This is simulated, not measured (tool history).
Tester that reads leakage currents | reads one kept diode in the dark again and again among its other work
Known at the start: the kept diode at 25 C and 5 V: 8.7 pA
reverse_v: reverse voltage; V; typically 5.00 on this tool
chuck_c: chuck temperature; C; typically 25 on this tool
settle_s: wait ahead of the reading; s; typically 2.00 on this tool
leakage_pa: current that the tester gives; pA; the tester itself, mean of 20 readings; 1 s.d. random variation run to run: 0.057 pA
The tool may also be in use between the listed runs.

run    hour  reverse_v  chuck_c  settle_s  leakage_pa
  1     0.0       5.00       25      2.00       11.63
  2   142.9       5.00       25      2.00       11.55
  3   296.9       5.00       25      2.00       11.82
  4   508.3       5.00       25      2.00       11.94
  5   658.0       5.00       21      2.00        9.77
  6   881.8       5.00       25      2.00       12.05
  7  1141.4      13.36       25      2.00       25.38
  8  1371.3      13.36       25      2.00       26.00
     1588.1  -- chuck's temperature calibrated
  9  1603.5      13.36       25      2.00       25.53
 10  1824.2      13.36       32      2.00       35.23
     1980.2  -- chuck's temperature calibrated, once more
 11  2033.3      13.36       32      2.00       39.86
     2231.4  -- probe card cleaned and baked
 12  2231.4      13.36       32      2.00       26.57
 13  2464.3       5.00       25      2.00        9.07
 14  2707.2       5.00       37      2.00       21.89
 15  2868.9       5.00       25      1.19        9.47
 16  2981.2       5.00       25      1.19        9.56
 17  3127.1       5.00       25      6.18        9.34
 18  3348.0       5.00       25      2.00        9.65
 19  3578.8       5.00       25      2.00        9.73

Run 20, settings as shown, results not yet in. Your forecast:
 20  3754.7       5.00       25      2.00           ?

{"run 20": {"leakage_pa": 9.78}}
On a tool with no hidden condition, and with the same random variation, this run would have come out at leakage_pa 8.95 pA.
